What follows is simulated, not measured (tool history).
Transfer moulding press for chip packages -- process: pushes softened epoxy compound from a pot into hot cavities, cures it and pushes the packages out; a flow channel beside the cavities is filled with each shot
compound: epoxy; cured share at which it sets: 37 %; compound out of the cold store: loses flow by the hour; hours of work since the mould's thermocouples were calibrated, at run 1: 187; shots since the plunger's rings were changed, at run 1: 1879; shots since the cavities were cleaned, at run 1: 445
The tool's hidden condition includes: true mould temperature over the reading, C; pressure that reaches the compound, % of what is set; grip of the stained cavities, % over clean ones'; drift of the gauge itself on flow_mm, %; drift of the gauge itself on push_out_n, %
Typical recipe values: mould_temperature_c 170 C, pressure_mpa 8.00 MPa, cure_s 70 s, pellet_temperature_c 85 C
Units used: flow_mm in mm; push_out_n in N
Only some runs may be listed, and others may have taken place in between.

| run | hour | mould_temperature_c | pressure_mpa | cure_s | pellet_temperature_c | hours of work since the mould's thermocouples were calibrated | shots since the plunger's rings were changed | shots since the cavities were cleaned | incoming compound's hours out of the cold store | flow_mm | push_out_n |
|---|---|---|---|---|---|---|---|---|---|---|---|
| 1 | 0.0 | 170 | 8.00 | 70 | 85 | 187 | 1879 | 445 | 34.6 | 492 | 498 |
|  | 38.3 | cavities cleaned with cleaning compound and waxed |
| 2 | 51.0 | 170 | 8.00 | 70 | 91 | 220 | 2603 | 186 | 26.9 | 503 | 590 |
|  | 83.9 | plunger's sealing rings changed |
| 3 | 102.3 | 170 | 8.00 | 70 | 85 | 253 | 269 | 899 | 21.1 | 526 | 571 |
|  | 108.5 | cavities cleaned with cleaning compound and waxed |
| 4 | 139.6 | 170 | 8.00 | 70 | 85 | 278 | 791 | 454 | 19.0 | 532 | 494 |
|  | 176.0 | cavities cleaned with cleaning compound and waxed |
| 5 | 176.5 | 170 | 8.00 | 70 | 85 | 302 | 1309 | 7 | 35.2 | 495 | 316 |
| 6 | 218.5 | 175 | 8.00 | 70 | 85 | 330 | 1923 | 621 | 37.8 | 473 | 455 |
|  | 244.6 | cavities cleaned with cleaning compound and waxed |
| 7 | 259.5 | 175 | 6.25 | 70 | 85 | 357 | 2501 | 217 | 33.1 | 425 | 397 |
|  | 299.8 | plunger's sealing rings changed |
| 8 | 310.5 | 175 | 6.25 | 70 | 85 | 390 | 156 | 926 | 17.7 | 464 | 486 |
|  | 315.7 | cavities cleaned with cleaning compound and waxed |
|  | 323.5 | cavities cleaned with cleaning compound and waxed, once more |
| 9 | 356.5 | 170 | 7.35 | 70 | 85 | 419 | 785 | 482 | 33.7 | 481 | 474 |
|  | 391.6 | cavities cleaned with cleaning compound and waxed |
| 10 | 395.6 | 170 | 8.34 | 70 | 85 | 444 | 1334 | 59 | 20.4 | 533 | 355 |
| 11 | 441.0 | 170 | 8.34 | 70 | 85 | 475 | 1997 | 722 | 13.3 | 557 | 523 |
|  | 460.2 | cavities cleaned with cleaning compound and waxed |
| 12 | 491.9 | 170 | 8.34 | 70 | 85 | 508 | 2720 | 464 | 12.8 | 543 | 490 |
|  | 517.7 | plunger's sealing rings changed |
|  | 530.3 | cavities cleaned with cleaning compound and waxed |
|  | 539.0 | mould's thermocouples calibrated |
| 13 | 541.3 | 170 | 8.34 | 70 | 85 | 2 | 294 | 131 | 40.6 | 501 | 390 |
| 14 | 590.9 | 170 | 8.34 | 70 | 77 | 35 | 1019 | 856 | 39.3 | 489 | 532 |
|  | 603.7 | cavities cleaned with cleaning compound and waxed |
| 15 | 622.6 | 170 | 8.00 | 70 | 87 | 56 | 1461 | 277 | 37.4 | 491 | 451 |
| 16 | 668.9 | 173 | 8.00 | 70 | 88 | 87 | 2139 | 955 | 11.9 | 534 | 517 |
|  | 672.8 | cavities cleaned with cleaning compound and waxed |
| 17 | 704.0 | 173 | 7.93 | 86 | 80 | 110 | 2629 | 456 | 44.8 | 462 | 441 |
|  | 734.6 | plunger's sealing rings changed |
|  | 745.0 | cavities cleaned with cleaning compound and waxed |
| 18 | 748.3 | 173 | 7.93 | 61 | 89 | 137 | 179 | 49 | 41.4 | 476 | 375 |
| 19 | 798.0 | 173 | 7.93 | 61 | 89 | 171 | 905 | 775 | 46.8 | 454 | 556 |
|  | 813.9 | cavities cleaned with cleaning compound and waxed |
| 20 | 827.2 | 170 | 9.88 | 98 | 85 | 190 | 1310 | 194 | 29.4 | 556 | 379 |
| 21 | 857.8 | 170 | 9.88 | 98 | 85 | 210 | 1758 | 642 | 27.1 | 568 | 474 |
|  | 881.2 | cavities cleaned with cleaning compound and waxed |
| 22 | 893.5 | 170 | 6.92 | 51 | 85 | 233 | 2257 | 180 | 38.9 | 446 | 764 |
| 23 | 923.1 | 170 | 6.92 | 51 | 85 | 253 | 2690 | 613 | 29.4 | 459 | 932 |
|  | 950.7 | plunger's sealing rings changed |
|  | 952.2 | cavities cleaned with cleaning compound and waxed |
| 24 | 975.7 | 170 | 6.70 | 77 | 79 | 286 | 344 | 344 | 27.6 | 469 | 421 |
|  | 1019.7 | cavities cleaned with cleaning compound and waxed |
| 25 | 1023.5 | 170 | 6.70 | 77 | 79 | 318 | 1021 | 56 | 21.2 | 478 | 336 |
| 26 | 1065.8 | 176 | 6.75 | 89 | 77 | 346 | 1638 | 673 | 21.2 | 468 | 482 |
|  | 1088.3 | cavities cleaned with cleaning compound and waxed |
| 27 | 1092.4 | 170 | 8.00 | 109 | 80 | 363 | 2005 | 60 | 41.8 | 475 | 313 |
| 28 | 1136.6 | 170 | 7.41 | 80 | 80 | 393 | 2651 | 706 | 29.1 | 476 | 490 |

Each row is a separate what-if for the run after 28, all from the same tool condition, not one after another. Results?
|  | 1156.3 | cavities cleaned with cleaning compound and waxed |
| A | 1160.7 | 170 | 7.41 | 80 | 92 | 409 | 2982 | 65 | 36.9 | ? | ? |
|  | 1156.3 | cavities cleaned with cleaning compound and waxed |
| B | 1160.7 | 170 | 6.83 | 79 | 93 | 409 | 2982 | 65 | 37.1 | ? | ? |
|  | 1156.3 | cavities cleaned with cleaning compound and waxed |
| C | 1160.7 | 173 | 6.37 | 70 | 95 | 409 | 2982 | 65 | 24.7 | ? | ? |

| run | flow_mm | push_out_n |
|---|---|---|
| A | 458 | 342 |
| B | 439 | 357 |
| C | 444 | 333 |
The same runs, with their run-to-run variation unchanged, on a tool lacking any hidden condition would have given:
| run | flow_mm | push_out_n |
|---|---|---|
| A | 475 | 302 |
| B | 456 | 316 |
| C | 461 | 294 |

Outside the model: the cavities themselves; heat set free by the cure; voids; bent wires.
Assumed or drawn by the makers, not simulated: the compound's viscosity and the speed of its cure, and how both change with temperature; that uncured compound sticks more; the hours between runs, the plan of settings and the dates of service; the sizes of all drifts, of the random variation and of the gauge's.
